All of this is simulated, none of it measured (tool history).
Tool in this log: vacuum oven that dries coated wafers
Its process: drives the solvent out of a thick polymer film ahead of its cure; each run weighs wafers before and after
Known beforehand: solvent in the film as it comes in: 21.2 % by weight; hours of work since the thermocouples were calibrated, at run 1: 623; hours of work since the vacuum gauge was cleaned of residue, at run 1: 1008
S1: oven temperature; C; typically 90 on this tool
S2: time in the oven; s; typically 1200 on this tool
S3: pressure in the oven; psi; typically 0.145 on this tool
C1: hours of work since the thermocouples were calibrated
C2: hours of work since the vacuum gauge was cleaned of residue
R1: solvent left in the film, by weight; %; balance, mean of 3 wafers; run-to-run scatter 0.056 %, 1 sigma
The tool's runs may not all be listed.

Run 1, hour 0.0: usual settings; C1 623; C2 1008. Result: R1 4.35 %.
Run 2, hour 79.2: usual settings; C1 662; C2 1047. Result: R1 4.29 %.
Run 3, hour 134.2: usual settings but S3 0.181 psi; C1 689; C2 1075. Result: R1 4.49 %.
Run 4, hour 236.7: usual settings but S3 0.181 psi; C1 739; C2 1125. Result: R1 4.32 %.
At hour 255.3: oven's thermocouples calibrated.
Run 5, hour 331.0: usual settings but S3 0.181 psi; C1 37; C2 1171. Result: R1 4.56 %.
Run 6, hour 378.9: usual settings but S3 0.463 psi; C1 61; C2 1195. Result: R1 5.29 %.
Run 7, hour 444.5: usual settings but S2 1500 s; C1 93; C2 1227. Result: R1 3.22 %.
Run 8, hour 536.3: usual settings but S2 1500 s; C1 139; C2 1272. Result: R1 3.17 %.
Run 9, hour 582.0: usual settings but S2 1500 s; C1 161; C2 1295. Result: R1 3.21 %.
Run 10, hour 640.8: usual settings but S2 1500 s; C1 190; C2 1324. Result: R1 3.25 %.
Run 11, hour 751.6: usual settings but S1 81 C; C1 245; C2 1379. Result: R1 6.84 %.
Run 12, hour 813.5: usual settings but S2 1920 s; C1 276; C2 1409. Result: R1 2.14 %.
Run 13, hour 886.0: usual settings; C1 312; C2 1445. Result: R1 4.40 %.
Run 14, hour 939.1: usual settings; C1 338; C2 1471. Result: R1 4.47 %.
Run 15, hour 1031.2: usual settings; C1 383; C2 1517. Result: R1 4.42 %.
Run 16, hour 1088.0: usual settings; C1 411; C2 1545. Result: R1 4.36 %.
Run 17, hour 1148.3: usual settings but S2 720 s; C1 441; C2 1575. Result: R1 7.42 %.
Run 18, hour 1202.9: usual settings but S2 720 s; C1 468; C2 1602. Result: R1 7.59 %.
Run 19, hour 1290.1: usual settings but S2 720 s; C1 511; C2 1645. Result: R1 7.46 %.
Run 20, hour 1383.9: usual settings but S1 86 C, S3 0.483 psi; C1 558; C2 1691. Result: R1 6.43 %.
Run 21, hour 1493.1: usual settings but S1 83 C, S3 0.113 psi; C1 612; C2 1745. Result: R1 6.07 %.
Run 22, hour 1557.4: usual settings but S1 83 C, S3 0.251 psi; C1 643; C2 1777. Result: R1 6.45 %.
Run 23, hour 1652.5: usual settings but S2 1140 s; C1 690; C2 1824. Result: R1 4.65 %.
Run 24, hour 1743.8: usual settings but S2 1140 s; C1 735; C2 1869. Result: R1 4.61 %.
At hour 1774.0: oven's thermocouples calibrated.
Run 25, hour 1829.9: usual settings but S2 1260 s, S3 0.390 psi; C1 28; C2 1910. Result: R1 4.74 %.
Run 26, hour 1882.8: usual settings but S2 1260 s, S3 0.390 psi; C1 54; C2 1937. Result: R1 4.75 %.
Run 27, hour 1981.7: usual settings but S2 660 s, S3 0.571 psi; C1 103; C2 1985. Result: R1 8.99 %.
Run 28, hour 2050.1: usual settings but S2 960 s, S3 0.422 psi; C1 136; C2 2019. Result: R1 6.32 %.
Run 29, hour 2111.7: usual settings but S1 100 C, S2 660 s, S3 0.187 psi; C1 167; C2 2050. Result: R1 5.57 %.
Run 30, hour 2184.9: usual settings but S1 94 C, S2 1620 s, S3 0.187 psi; C1 203; C2 2086. Result: R1 2.24 %.
Run 31, hour 2280.5: usual settings but S1 94 C, S2 1620 s, S3 0.152 psi; C1 250; C2 2133. Result: R1 2.12 %.
Run 32, hour 2379.6: usual settings but S1 84 C, S2 1320 s, S3 0.284 psi; C1 299; C2 2182. Result: R1 5.74 %.
Run 33, hour 2471.5: usual settings but S1 86 C, S2 1320 s, S3 0.094 psi; C1 345; C2 2227. Result: R1 4.64 %.
Run 34, hour 2519.0: usual settings but S1 91 C, S2 1860 s, S3 0.094 psi; C1 368; C2 2251. Result: R1 1.93 %.

4 options for the next run, each taken on its own from the tool as it stands now. Forecast them:
Run A, hour 2594.6: usual settings but S1 91 C, S2 1860 s, S3 0.173 psi; C1 405; C2 2288. Result: R1 ?.
Run B, hour 2594.6: usual settings but S1 91 C, S2 1860 s, S3 0.338 psi; C1 405; C2 2288. Result: R1 ?.
Run C, hour 2594.6: usual settings but S1 100 C, S3 0.099 psi; C1 405; C2 2288. Result: R1 ?.
Run D, hour 2594.6: usual settings but S1 91 C, S2 1860 s, S3 0.207 psi; C1 405; C2 2288. Result: R1 ?.

run    R1
  A  2.09
  B  2.57
  C  2.22
  D  2.21
With no hidden state in the tool, these same runs would have given:
run    R1
  A  2.08
  B  2.56
  C  2.22
  D  2.20
